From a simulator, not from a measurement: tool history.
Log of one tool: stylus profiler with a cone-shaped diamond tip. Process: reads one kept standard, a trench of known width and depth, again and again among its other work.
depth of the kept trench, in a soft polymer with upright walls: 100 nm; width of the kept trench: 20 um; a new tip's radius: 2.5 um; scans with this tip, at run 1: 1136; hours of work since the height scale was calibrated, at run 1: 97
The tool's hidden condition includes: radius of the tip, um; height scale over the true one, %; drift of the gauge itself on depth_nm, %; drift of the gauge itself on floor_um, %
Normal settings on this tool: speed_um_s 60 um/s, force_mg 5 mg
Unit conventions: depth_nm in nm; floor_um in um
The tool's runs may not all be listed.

run	hour	speed_um_s	force_mg	scans with this tip	hours of work since the height scale was calibrated	depth_nm	floor_um
1	0	60	5	1136	97	101.91	18.46
2	24.3	60	5	1283	110	101.81	18.44
3	80.5	60	5	1622	138	101.78	18.39
4	112.7	60	5	1816	155	101.85	18.43
5	146	60	5	2017	172	101.84	18.43
6	174.6	60	5	2190	187	101.74	18.46
7	225.9	60	5	2499	213	101.85	18.45
8	268.2	60	5	2754	235	101.79	18.44
9	298.3	60	5	2936	251	101.78	18.49
10	328.2	60	5	3116	266	101.91	18.5
11	363.6	60	4.65	3330	284	101.74	18.46
12	397.5	60	4.65	3534	302	101.8	18.44
13	423	60	4.65	3688	315	101.79	18.48
14	448.9	60	4.65	3844	328	101.8	18.4
15	500.6	60	5	4156	355	101.87	18.47
16	549.6	60	5	4451	380	101.75	18.47
17	577.5	60	5.33	4620	394	101.82	18.43
18	623.8	60	5	4899	418	101.78	18.42
19	657.3	205	5	5101	435	101.78	18.14
20	710.1	205	5	5419	463	101.82	18.08
21	736.8	205	5	5581	476	101.75	18.14
22	786	60	5	5877	502	101.83	18.39
23	832.6	60	5	6159	526	101.89	18.44
24	868.2	27	5.82	6373	544	102.02	18.48
25	918.2	27	5.82	6675	570	102.02	18.56
26	974.2	38	3.33	7013	599	101.45	18.48
27	1029.7	153	1.88	7347	627	100.9	18.02
28	1053.8	26	7.28	7493	640	102.4	18.55
29	1091.9	26	7.28	7722	659	102.44	18.5
30	1116.8	60	2.6	7873	672	101.12	18.37
31	1167.3	60	2.6	8177	698	101.25	18.42
32	1192	60	13.22	8326	711	103.5	18.53
33	1229.2	89	12.97	8551	730	103.44	18.44
34	1258.6	50	14.07	8728	745	103.71	18.52
35	1312.5	31	5.64	9053	773	101.98	18.49
36	1341.9	237	1.93	9230	788	101.01	17.68
37	1366.3	52	5.9	9378	801	101.96	18.46
38	1412.2	33	1.69	9655	824	100.86	18.5
39	1442.9	20	7.84	9840	840	102.45	18.55

What will run 40 give?
40	1479.1	20	7.84	10058	859	?	?

{"run 40": {"depth_nm": 102.56, "floor_um": 18.6}}
With no hidden state in the tool, this same run would have given depth_nm 102.57 nm, floor_um 18.62 um.
